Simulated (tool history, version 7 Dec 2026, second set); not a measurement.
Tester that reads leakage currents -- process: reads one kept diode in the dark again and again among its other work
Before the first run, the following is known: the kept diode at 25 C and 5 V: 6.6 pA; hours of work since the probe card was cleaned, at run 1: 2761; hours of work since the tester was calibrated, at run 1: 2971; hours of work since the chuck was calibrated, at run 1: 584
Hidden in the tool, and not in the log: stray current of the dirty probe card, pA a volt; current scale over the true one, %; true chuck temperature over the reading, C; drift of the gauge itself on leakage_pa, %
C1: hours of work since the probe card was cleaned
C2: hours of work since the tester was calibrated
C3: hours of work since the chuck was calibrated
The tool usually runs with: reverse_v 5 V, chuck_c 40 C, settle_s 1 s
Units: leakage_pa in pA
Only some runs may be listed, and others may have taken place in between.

Run 1, hour 0: usual settings; C1 2761; C2 2971; C3 584. Result: leakage_pa 22.62 pA.
Run 2, hour 151.8: usual settings; C1 2867; C2 3077; C3 691. Result: leakage_pa 22.73 pA.
At hour 236.9: probe card cleaned and baked.
Run 3, hour 249.7: usual settings but reverse_v 6.7 V; C1 9; C2 3144; C3 757. Result: leakage_pa 26.42 pA.
Run 4, hour 402.2: usual settings but reverse_v 6.7 V; C1 116; C2 3251; C3 865. Result: leakage_pa 26.37 pA.
Run 5, hour 594.2: usual settings; C1 251; C2 3386; C3 999. Result: leakage_pa 22.68 pA.
Run 6, hour 676.3: usual settings; C1 309; C2 3444; C3 1057. Result: leakage_pa 22.59 pA.
Run 7, hour 811.8: usual settings but reverse_v 1.87 V; C1 404; C2 3539; C3 1152. Result: leakage_pa 13.38 pA.
Run 8, hour 997.4: usual settings but reverse_v 1.87 V; C1 534; C2 3669; C3 1283. Result: leakage_pa 13.35 pA.
Run 9, hour 1085: usual settings but reverse_v 1.87 V; C1 596; C2 3731; C3 1344. Result: leakage_pa 13.51 pA.
Run 10, hour 1246.3: usual settings but settle_s 1.58 s; C1 709; C2 3844; C3 1458. Result: leakage_pa 21.98 pA.
Run 11, hour 1351.2: usual settings but settle_s 1.58 s; C1 783; C2 3918; C3 1531. Result: leakage_pa 22.13 pA.
Run 12, hour 1478: usual settings; C1 872; C2 4007; C3 1620. Result: leakage_pa 22.71 pA.
Run 13, hour 1586: usual settings but reverse_v 1.31 V, chuck_c 26 C; C1 948; C2 4083; C3 1696. Result: leakage_pa 4.09 pA.
Run 14, hour 1786.5: usual settings but reverse_v 1.31 V, chuck_c 26 C; C1 1089; C2 4224; C3 1837. Result: leakage_pa 4.09 pA.
Run 15, hour 1886.3: usual settings but reverse_v 10.02 V, chuck_c 32 C, settle_s 4.51 s; C1 1159; C2 4294; C3 1907. Result: leakage_pa 17.19 pA.
At hour 1973: chuck's temperature calibrated.
Run 16, hour 2067.9: usual settings but reverse_v 4.8 V, chuck_c 32 C; C1 1285; C2 4420; C3 67. Result: leakage_pa 12.98 pA.
Run 17, hour 2193.8: usual settings but reverse_v 4.8 V, chuck_c 32 C; C1 1374; C2 4509; C3 155. Result: leakage_pa 12.85 pA.
Run 18, hour 2283.5: usual settings but reverse_v 1.73 V, chuck_c 39 C, settle_s 4.76 s; C1 1437; C2 4572; C3 218. Result: leakage_pa 11.6 pA.
Run 19, hour 2442.7: usual settings but chuck_c 21 C, settle_s 1.51 s; C1 1548; C2 4683; C3 330. Result: leakage_pa 6.01 pA.
Run 20, hour 2617.8: usual settings but reverse_v 4.42 V, chuck_c 21 C, settle_s 1.51 s; C1 1671; C2 4806; C3 453. Result: leakage_pa 5.47 pA.
Run 21, hour 2804: usual settings but reverse_v 4.42 V, chuck_c 21 C, settle_s 1.51 s; C1 1802; C2 4937; C3 584. Result: leakage_pa 5.55 pA.
Run 22, hour 2991.5: usual settings but reverse_v 6.39 V, chuck_c 45 C; C1 1934; C2 5069; C3 716. Result: leakage_pa 36.13 pA.
Run 23, hour 3143.8: usual settings but reverse_v 10.99 V, chuck_c 21 C, settle_s 4.26 s; C1 2041; C2 5176; C3 823. Result: leakage_pa 8.29 pA.

Branching from run 23: 3 alternative next runs. What would each branch give?
Run A, hour 3225.6: usual settings but settle_s 2.38 s; C1 2099; C2 5234; C3 880. Result: leakage_pa ?.
Run B, hour 3225.6: usual settings but reverse_v 10.99 V, chuck_c 50 C, settle_s 0.48 s; C1 2099; C2 5234; C3 880. Result: leakage_pa ?.
Run C, hour 3225.6: usual settings but reverse_v 16.18 V, chuck_c 21 C, settle_s 5.24 s; C1 2099; C2 5234; C3 880. Result: leakage_pa ?.

run  leakage_pa
  A       21.72
  B       70.47
  C        9.91
Take away the tool's hidden state, keep each run's random variation, and the runs would have read:
run  leakage_pa
  A       21.69
  B       70.41
  C        9.82

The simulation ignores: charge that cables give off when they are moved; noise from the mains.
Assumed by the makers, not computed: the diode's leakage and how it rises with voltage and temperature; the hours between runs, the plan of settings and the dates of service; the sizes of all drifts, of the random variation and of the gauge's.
